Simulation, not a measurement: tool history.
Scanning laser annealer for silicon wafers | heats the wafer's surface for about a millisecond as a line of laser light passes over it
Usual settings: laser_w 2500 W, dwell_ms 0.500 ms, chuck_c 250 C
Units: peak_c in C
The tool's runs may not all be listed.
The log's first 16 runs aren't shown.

run,day,laser_w,dwell_ms,chuck_c,hours of work since the window was cleaned,hours of work since the power meter was calibrated,hours of work since the optics were aligned,peak_c
17,8.229,2500,0.500,250,18,158,21,1000
# day 8.621: optics aligned, line set to its width, once more
18,8.796,2500,0.500,250,22,162,2,1001
19,9.392,2500,0.591,250,30,170,9,1065
20,10.042,2500,0.591,250,37,177,17,1065
21,10.392,2356,0.591,250,41,181,21,1021
22,10.704,2356,0.591,250,45,185,25,1020
23,11.400,2492,0.363,250,53,193,33,890
24,12.021,2468,0.406,235,61,201,41,907
25,12.517,2468,0.472,260,67,207,46,982
26,13.096,2468,0.472,260,74,214,53,983
27,13.721,2388,0.374,260,81,221,61,885
28,14.379,2478,0.454,231,89,229,69,942
29,15.042,2393,0.418,250,97,237,77,914
30,15.625,2750,0.508,269,104,244,84,1092
31,16.183,2251,0.441,276,110,250,90,919
32,16.900,2251,0.441,276,119,259,99,916
33,17.508,2251,0.441,276,126,266,106,917
34,18.104,2493,0.362,250,133,273,113,892
35,18.538,2710,0.500,250,139,279,118,1054
36,19.054,2500,0.451,250,145,285,124,964
37,19.567,2500,0.451,250,151,291,131,961
38,19.962,2500,0.451,250,156,296,135,962

Forecast run 39:
39,20.467,2699,0.414,238,162,302,141,?

peak_c: 972 C
Without the tool's hidden state the same run would have given peak_c 976 C.
